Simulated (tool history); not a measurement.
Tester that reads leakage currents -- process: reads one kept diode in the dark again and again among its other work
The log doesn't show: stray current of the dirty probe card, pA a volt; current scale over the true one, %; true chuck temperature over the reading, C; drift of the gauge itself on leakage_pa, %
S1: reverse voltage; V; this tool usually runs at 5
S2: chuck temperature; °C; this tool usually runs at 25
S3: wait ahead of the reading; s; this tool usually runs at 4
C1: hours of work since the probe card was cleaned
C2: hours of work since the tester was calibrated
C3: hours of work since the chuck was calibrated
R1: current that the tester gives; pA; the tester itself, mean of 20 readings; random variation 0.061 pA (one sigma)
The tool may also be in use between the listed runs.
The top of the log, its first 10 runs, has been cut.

run 11 hour=233.2 | S1=5 S2=25 S3=1.85 | C1=2273 C2=439 C3=50 | R1=25.58
run 12 hour=250.4 | S1=5 S2=25 S3=1.85 | C1=2280 C2=446 C3=57 | R1=25.66
run 13 hour=278.6 | S1=5 S2=25 S3=1.85 | C1=2291 C2=457 C3=68 | R1=25.72
-- hour=282.6 tester calibrated
run 14 hour=295.2 | S1=5 S2=25 S3=1.85 | C1=2297 C2=5 C3=74 | R1=25.85
run 15 hour=319.8 | S1=5 S2=25 S3=4 | C1=2307 C2=15 C3=84 | R1=25.45
run 16 hour=348.5 | S1=5 S2=49 S3=4 | C1=2319 C2=27 C3=96 | R1=98.9
run 17 hour=375.5 | S1=5 S2=49 S3=4 | C1=2329 C2=37 C3=107 | R1=99.56
-- hour=400.3 tester calibrated, once more
run 18 hour=401.3 | S1=5 S2=49 S3=4 | C1=2339 C2=0 C3=116 | R1=99.52
run 19 hour=415.4 | S1=5 S2=49 S3=4 | C1=2345 C2=6 C3=122 | R1=99.51
run 20 hour=432.1 | S1=5 S2=49 S3=4 | C1=2351 C2=13 C3=129 | R1=99.8
run 21 hour=453 | S1=3 S2=49 S3=4 | C1=2360 C2=21 C3=137 | R1=80.13
run 22 hour=470.5 | S1=3.28 S2=54 S3=3.91 | C1=2367 C2=28 C3=144 | R1=118.34
run 23 hour=494.9 | S1=9.4 S2=25 S3=3.26 | C1=2377 C2=38 C3=154 | R1=41.9
run 24 hour=519.6 | S1=9.4 S2=25 S3=3.26 | C1=2387 C2=48 C3=164 | R1=41.91
run 25 hour=540.7 | S1=9.4 S2=42 S3=3.9 | C1=2395 C2=57 C3=172 | R1=88.75
run 26 hour=567.9 | S1=9.4 S2=42 S3=3.9 | C1=2406 C2=68 C3=183 | R1=88.74
run 27 hour=591.9 | S1=5 S2=25 S3=5.03 | C1=2416 C2=77 C3=193 | R1=26.16

Run 28 has not been measured yet. What should we expect?
run 28 hour=608.5 | S1=3.52 S2=24 S3=0.35 | C1=2423 C2=84 C3=200 | R1=?

{"run 28": {"R1": 22.86}}
Minus the tool's unlogged condition, the same run would have read R1 12.45 pA.

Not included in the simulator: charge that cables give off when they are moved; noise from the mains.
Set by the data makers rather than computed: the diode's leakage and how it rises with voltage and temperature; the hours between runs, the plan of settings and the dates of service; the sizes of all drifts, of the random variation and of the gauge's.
